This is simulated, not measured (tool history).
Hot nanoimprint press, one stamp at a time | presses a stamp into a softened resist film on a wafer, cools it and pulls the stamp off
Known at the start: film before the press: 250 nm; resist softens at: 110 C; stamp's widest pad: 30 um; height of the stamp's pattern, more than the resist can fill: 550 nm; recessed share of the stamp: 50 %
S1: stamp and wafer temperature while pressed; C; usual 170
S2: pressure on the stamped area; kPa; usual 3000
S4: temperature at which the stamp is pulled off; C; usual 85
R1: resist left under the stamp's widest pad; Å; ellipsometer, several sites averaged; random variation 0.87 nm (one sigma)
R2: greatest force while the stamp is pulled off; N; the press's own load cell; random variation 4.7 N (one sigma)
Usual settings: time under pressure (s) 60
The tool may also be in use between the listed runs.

{"run": 1, "hour": 0.0, "S1": 170, "S2": 3000, "time under pressure (s)": 60, "S4": 85, "R1": 1329, "R2": 226}
{"run": 2, "hour": 65.2, "S1": 170, "S2": 3000, "time under pressure (s)": 60, "S4": 72, "R1": 1317, "R2": 323}
{"run": 3, "hour": 127.1, "S1": 170, "S2": 3000, "time under pressure (s)": 60, "S4": 72, "R1": 1320, "R2": 321}
{"run": 4, "hour": 205.5, "S1": 170, "S2": 4790, "time under pressure (s)": 60, "S4": 85, "R1": 1042, "R2": 232}
{"hour": 232.1, "done": "stamp cleaned and given a new release coat"}
{"hour": 273.6, "done": "plate thermocouple calibrated"}
{"run": 5, "hour": 281.1, "S1": 170, "S2": 4790, "time under pressure (s)": 60, "S4": 85, "R1": 1043, "R2": 229}
{"run": 6, "hour": 357.4, "S1": 170, "S2": 2900, "time under pressure (s)": 60, "S4": 85, "R1": 1349, "R2": 233}

Run 7 comes next. What will it give?
{"run": 7, "hour": 417.3, "S1": 170, "S2": 2900, "time under pressure (s)": 56, "S4": 85, "R1": "?", "R2": "?"}

{"run 7": {"R1": 1373, "R2": 230}}
Without the tool's hidden state the same run would have given R1 1372 Å, R2 230 N.

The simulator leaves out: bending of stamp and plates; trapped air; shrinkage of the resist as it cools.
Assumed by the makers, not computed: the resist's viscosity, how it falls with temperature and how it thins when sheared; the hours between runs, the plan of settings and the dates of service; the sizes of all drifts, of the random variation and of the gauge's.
